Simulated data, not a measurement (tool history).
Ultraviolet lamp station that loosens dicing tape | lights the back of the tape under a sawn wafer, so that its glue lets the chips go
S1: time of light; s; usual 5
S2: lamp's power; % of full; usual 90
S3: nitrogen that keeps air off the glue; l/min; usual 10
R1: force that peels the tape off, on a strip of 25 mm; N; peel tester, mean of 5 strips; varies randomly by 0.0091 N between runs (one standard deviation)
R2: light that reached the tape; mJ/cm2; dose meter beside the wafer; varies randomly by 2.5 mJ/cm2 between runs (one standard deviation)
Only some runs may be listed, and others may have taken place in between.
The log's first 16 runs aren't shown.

run    hour  S1  S2  S3     R1   R2
 17   632.5   5  67  10  0.958  153
 18   667.1   9  75  17  0.327  301
 19   708.0   6  75  17  0.597  197
 20   732.9   6  75  17  0.619  191
 21   770.0   6  75  17  0.641  192
 22   825.2   8  90   8  0.386  300
 23   849.7   5  96  10  0.691  192
 24   896.2   4  78   4  1.394  125
 25   933.7   4  78   4  1.490  120
 26   965.0   8  85  13  0.433  256
 27  1008.0   8  85  13  0.452  248
 28  1041.2   5  88   9  0.961  155
     1054.8  -- lamp changed
     1080.1  -- window cleaned of glue's vapour
 29  1096.7   5  88   9  0.415  281

Forecast run 30:
 30  1148.2   5  91   8   ?   ?

R1: 0.432 N
R2: 288 mJ/cm2
Minus the tool's unlogged condition, the same run would have read R1 0.404 N, R2 302 mJ/cm2.

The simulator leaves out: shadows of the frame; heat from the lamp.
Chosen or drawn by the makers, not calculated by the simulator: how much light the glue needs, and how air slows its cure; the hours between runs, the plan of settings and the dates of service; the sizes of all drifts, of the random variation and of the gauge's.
